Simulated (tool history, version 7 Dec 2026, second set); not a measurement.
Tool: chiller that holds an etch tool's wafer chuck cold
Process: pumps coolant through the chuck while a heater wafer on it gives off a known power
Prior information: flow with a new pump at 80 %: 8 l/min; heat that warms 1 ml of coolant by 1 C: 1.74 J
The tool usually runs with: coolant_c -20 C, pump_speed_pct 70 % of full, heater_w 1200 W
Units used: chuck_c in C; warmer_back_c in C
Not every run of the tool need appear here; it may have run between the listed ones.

run 1 day=0 | coolant_c=-20 pump_speed_pct=70 heater_w=1200 | chuck_c=-8.2 warmer_back_c=6.05
run 2 day=2.821 | coolant_c=-20 pump_speed_pct=95 heater_w=1200 | chuck_c=-11 warmer_back_c=4.3
run 3 day=4.929 | coolant_c=-20 pump_speed_pct=95 heater_w=1200 | chuck_c=-11.1 warmer_back_c=4.25
run 4 day=8.025 | coolant_c=-20 pump_speed_pct=75 heater_w=1200 | chuck_c=-8.8 warmer_back_c=5.57
run 5 day=10.471 | coolant_c=-20 pump_speed_pct=70 heater_w=1200 | chuck_c=-8.2 warmer_back_c=5.95
run 6 day=12.575 | coolant_c=-20 pump_speed_pct=70 heater_w=1200 | chuck_c=-8.3 warmer_back_c=5.93
run 7 day=14.8 | coolant_c=-29 pump_speed_pct=70 heater_w=1200 | chuck_c=-17.1 warmer_back_c=6
run 8 day=16.229 | coolant_c=-18 pump_speed_pct=70 heater_w=1200 | chuck_c=-6.4 warmer_back_c=5.94
run 9 day=18.029 | coolant_c=-18 pump_speed_pct=70 heater_w=1200 | chuck_c=-6.3 warmer_back_c=5.94
run 10 day=20.825 | coolant_c=-20 pump_speed_pct=70 heater_w=1746 | chuck_c=-2.7 warmer_back_c=8.66
run 11 day=23.571 | coolant_c=-20 pump_speed_pct=70 heater_w=1746 | chuck_c=-2.9 warmer_back_c=8.69
run 12 day=26.333 | coolant_c=-20 pump_speed_pct=70 heater_w=1746 | chuck_c=-2.9 warmer_back_c=8.6
run 13 day=29.596 | coolant_c=-20 pump_speed_pct=70 heater_w=1746 | chuck_c=-2.8 warmer_back_c=8.66
run 14 day=30.938 | coolant_c=-24 pump_speed_pct=79 heater_w=1101 | chuck_c=-14.4 warmer_back_c=4.72
run 15 day=33.975 | coolant_c=-24 pump_speed_pct=79 heater_w=1101 | chuck_c=-14.1 warmer_back_c=4.65
run 16 day=37.192 | coolant_c=-24 pump_speed_pct=79 heater_w=1101 | chuck_c=-14.4 warmer_back_c=4.61
run 17 day=40.092 | coolant_c=-24 pump_speed_pct=79 heater_w=1101 | chuck_c=-14.2 warmer_back_c=4.65
run 18 day=43.283 | coolant_c=-24 pump_speed_pct=79 heater_w=1101 | chuck_c=-14.2 warmer_back_c=4.59
run 19 day=45.15 | coolant_c=-20 pump_speed_pct=64 heater_w=1014 | chuck_c=-9 warmer_back_c=5.44
run 20 day=46.95 | coolant_c=-20 pump_speed_pct=64 heater_w=1014 | chuck_c=-9.2 warmer_back_c=5.4
run 21 day=48.312 | coolant_c=-20 pump_speed_pct=64 heater_w=1014 | chuck_c=-9.3 warmer_back_c=5.42
run 22 day=50.588 | coolant_c=-25 pump_speed_pct=84 heater_w=1772 | chuck_c=-10.2 warmer_back_c=7.01
run 23 day=51.95 | coolant_c=-25 pump_speed_pct=84 heater_w=1772 | chuck_c=-10.2 warmer_back_c=7.15
run 24 day=54.25 | coolant_c=-16 pump_speed_pct=70 heater_w=779 | chuck_c=-8.3 warmer_back_c=3.67
run 25 day=57.338 | coolant_c=-25 pump_speed_pct=95 heater_w=1547 | chuck_c=-13.5 warmer_back_c=5.32

Pick out some run-to-run changes in warmer_back_c. Of each, how much would a tool without hidden state show as well, from the settings, what came in and chance, and how much is left for the hidden state and any gauge scatter not in both results compared?
Hidden state at play: heat passed by the chuck's channels, % of clean ones'; flow at a given pump speed, % of a new pump's; coolant's true temperature over the reading, C; drift of the gauge itself on chuck_c, C; drift of the gauge itself on warmer_back_c, C.
Run 2 -> 3: no setting touched and nothing written in the log between the runs. warmer_back_c -0.05 C: hidden state -0.02, all else -0.03.
Run 4 -> 5: pump_speed_pct 75 -> 70. warmer_back_c +0.38 C: hidden state -0.02, all else +0.4.
Run 13 -> 14: coolant_c -20 -> -24, pump_speed_pct 70 -> 79, heater_w 1746 -> 1101. warmer_back_c -3.94 C: hidden state -0.01, all else -3.93.
Run 23 -> 24: coolant_c -25 -> -16, pump_speed_pct 84 -> 70, heater_w 1772 -> 779. warmer_back_c -3.48 C: hidden state -0.01, all else -3.47.
